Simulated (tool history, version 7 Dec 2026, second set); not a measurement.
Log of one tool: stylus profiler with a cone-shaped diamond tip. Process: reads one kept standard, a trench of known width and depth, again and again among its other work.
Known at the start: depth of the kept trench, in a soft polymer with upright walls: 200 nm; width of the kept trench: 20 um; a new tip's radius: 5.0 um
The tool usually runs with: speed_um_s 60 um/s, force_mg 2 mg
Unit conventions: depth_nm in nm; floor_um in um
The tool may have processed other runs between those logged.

run	day	speed_um_s	force_mg	depth_nm	floor_um
1	0	60	2	201.46	16.6
2	0.517	60	1.28	201.08	16.47
3	1.029	47	2	201.52	16.59
4	1.725	47	2	201.42	16.64
5	2.417	60	2	201.51	16.59
6	3.162	60	2	201.61	16.55
7	3.796	60	2.04	201.55	16.55
8	4.312	60	2.04	201.53	16.57
9	4.983	60	2.04	201.62	16.53

Run 10 comes next. What will it give?
10	5.35	34	1.28	?	?

depth_nm: 201.16 nm
floor_um: 16.6 um
With the hidden condition absent and the run-to-run variation left alone, this run would have shown depth_nm 201.62 nm, floor_um 16.99 um.
